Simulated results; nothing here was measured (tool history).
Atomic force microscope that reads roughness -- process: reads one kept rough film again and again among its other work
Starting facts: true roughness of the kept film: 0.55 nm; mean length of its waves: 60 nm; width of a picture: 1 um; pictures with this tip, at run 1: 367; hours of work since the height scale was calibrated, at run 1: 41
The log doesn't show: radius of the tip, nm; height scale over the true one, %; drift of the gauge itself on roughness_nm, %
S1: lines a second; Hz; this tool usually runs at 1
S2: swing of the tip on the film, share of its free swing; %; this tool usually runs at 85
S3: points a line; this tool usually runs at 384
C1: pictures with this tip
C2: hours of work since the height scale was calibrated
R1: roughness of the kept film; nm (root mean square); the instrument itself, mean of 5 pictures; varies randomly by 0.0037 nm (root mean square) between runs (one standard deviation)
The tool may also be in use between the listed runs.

run 1 hour=0 | S1=1 S2=85 S3=384 | C1=367 C2=41 | R1=0.479
-- hour=20.1 new tip fitted
run 2 hour=22.8 | S1=1 S2=85 S3=384 | C1=4 C2=55 | R1=0.487
run 3 hour=49.1 | S1=1 S2=85 S3=384 | C1=50 C2=71 | R1=0.479
run 4 hour=69.5 | S1=1 S2=85 S3=384 | C1=85 C2=84 | R1=0.485
run 5 hour=95.1 | S1=0.57 S2=85 S3=384 | C1=129 C2=99 | R1=0.501
run 6 hour=106.6 | S1=0.57 S2=85 S3=384 | C1=149 C2=107 | R1=0.504
run 7 hour=130.6 | S1=0.57 S2=85 S3=384 | C1=191 C2=121 | R1=0.507
run 8 hour=156.1 | S1=0.57 S2=70 S3=384 | C1=235 C2=137 | R1=0.523
run 9 hour=172.2 | S1=0.57 S2=70 S3=384 | C1=262 C2=147 | R1=0.523
run 10 hour=194.9 | S1=0.57 S2=64 S3=384 | C1=302 C2=161 | R1=0.528
run 11 hour=210.5 | S1=1 S2=66 S3=384 | C1=329 C2=170 | R1=0.516
run 12 hour=221.7 | S1=1 S2=66 S3=384 | C1=348 C2=177 | R1=0.506
run 13 hour=235.9 | S1=1 S2=66 S3=384 | C1=373 C2=186 | R1=0.521
run 14 hour=248 | S1=3.14 S2=85 S3=384 | C1=394 C2=193 | R1=0.384
-- hour=252.3 new tip fitted
run 15 hour=266.3 | S1=1 S2=85 S3=384 | C1=24 C2=204 | R1=0.486
run 16 hour=282.5 | S1=1 S2=85 S3=384 | C1=52 C2=214 | R1=0.481
run 17 hour=298.4 | S1=1.68 S2=85 S3=289 | C1=80 C2=224 | R1=0.446
run 18 hour=321.3 | S1=0.5 S2=80 S3=971 | C1=120 C2=238 | R1=0.526
run 19 hour=346.9 | S1=0.5 S2=80 S3=971 | C1=164 C2=253 | R1=0.517
run 20 hour=369.6 | S1=0.5 S2=80 S3=971 | C1=203 C2=267 | R1=0.517
run 21 hour=389 | S1=0.71 S2=85 S3=384 | C1=237 C2=279 | R1=0.497
run 22 hour=414.2 | S1=0.71 S2=85 S3=384 | C1=280 C2=295 | R1=0.494
-- hour=416.8 height scale calibrated on a step standard
run 23 hour=427.9 | S1=2.93 S2=79 S3=650 | C1=302 C2=7 | R1=0.423
run 24 hour=441.3 | S1=1.55 S2=73 S3=384 | C1=325 C2=15 | R1=0.485
run 25 hour=460 | S1=1.55 S2=73 S3=384 | C1=358 C2=26 | R1=0.483
run 26 hour=477.9 | S1=2.6 S2=71 S3=683 | C1=389 C2=37 | R1=0.464
-- hour=486.1 new tip fitted
run 27 hour=489.7 | S1=0.99 S2=85 S3=384 | C1=6 C2=44 | R1=0.493
run 28 hour=510.4 | S1=1 S2=61 S3=779 | C1=42 C2=57 | R1=0.53
run 29 hour=535 | S1=1 S2=80 S3=779 | C1=84 C2=72 | R1=0.502
run 30 hour=546.5 | S1=1 S2=80 S3=779 | C1=104 C2=79 | R1=0.498
-- hour=557.1 height scale calibrated on a step standard, once more
run 31 hour=571.9 | S1=1 S2=80 S3=779 | C1=147 C2=9 | R1=0.496
run 32 hour=596.6 | S1=1 S2=80 S3=779 | C1=189 C2=24 | R1=0.494

Selected run-to-run steps in R1, each split into two signed amounts: the part the tool would show with no hidden state at all (from settings, incoming material and random variation), and the remainder, which goes to the hidden state together with any gauge scatter not common to the measured and the hidden-state-free results:
Run 1 -> 2: new tip fitted. R1 +0.008 nm (root mean square): hidden state +0.009, all else -0.001.
Run 13 -> 14: S1 1 -> 3.14, S2 66 -> 85. R1 -0.137 nm (root mean square): hidden state +0.002, all else -0.139.
Run 14 -> 15: S1 3.14 -> 1, new tip fitted. R1 +0.102 nm (root mean square): hidden state +0.007, all else +0.095.
Run 17 -> 18: S1 1.68 -> 0.5, S2 85 -> 80, S3 289 -> 971. R1 +0.08 nm (root mean square): hidden state -0.001, all else +0.081.
Run 26 -> 27: S1 2.6 -> 0.99, S2 71 -> 85, S3 683 -> 384, new tip fitted. R1 +0.029 nm (root mean square): hidden state +0.008, all else +0.021.
